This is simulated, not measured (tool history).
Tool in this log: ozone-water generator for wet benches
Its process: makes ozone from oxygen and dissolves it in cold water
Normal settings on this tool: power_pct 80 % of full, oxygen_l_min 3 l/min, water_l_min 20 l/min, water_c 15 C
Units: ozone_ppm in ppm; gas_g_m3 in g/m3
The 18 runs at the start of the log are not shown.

run,hour,power_pct,oxygen_l_min,water_l_min,water_c,hours of work since the electrodes were changed,hours of work since the contactor was cleaned,hours of work since the thermometer was calibrated,ozone_ppm,gas_g_m3
19,495.9,80,5.23,18,9,900,107,947,29.2,208.4
20,525.3,80,2.15,18,9,923,130,969,27,357.6
21,570.3,80,2.15,13,9,957,165,1004,35.9,354.6
22,611.7,56,2.15,13,9,989,196,1036,30.2,294.4
23,654.3,56,2.35,28,9,1022,229,1068,14.9,281.4
24,682.5,54,3,20,14,1043,251,1090,20.3,238.8
25,725.6,54,3,20,14,1077,284,1123,20.1,239.8
26,754.4,80,2.84,20,8,1099,306,1145,25.8,297.2
27,781.4,80,4.57,18,8,1119,327,1166,29,222.3
28,816.1,80,4.57,18,8,1146,354,1193,29.3,223.2
29,858.3,74,5.33,18,8,1179,386,1225,27.9,195.6
30,878.7,74,5.33,18,8,1194,402,1241,28.3,194.9
31,900.7,74,5.33,18,8,1211,419,1258,28.3,197.6

Alternative continuations, all from the tool just after run 31; predict every row:
A,943.1,80,3,20,17,1244,451,1290,?,?
B,943.1,79,3.85,18,8,1244,451,1290,?,?
C,943.1,74,2.94,18,8,1244,451,1290,?,?
D,943.1,74,2.01,18,19,1244,451,1290,?,?
E,943.1,46,3,19,20,1244,451,1290,?,?

run,ozone_ppm,gas_g_m3
A,23.7,286.4
B,28.9,246.5
C,27.2,277.8
D,23.1,352.1
E,18.5,220.2
Without the tool's hidden state the same runs would have given:
run,ozone_ppm,gas_g_m3
A,25,298.8
B,30.4,257.1
C,28.5,289.4
D,24.3,366.8
E,19.3,227.3
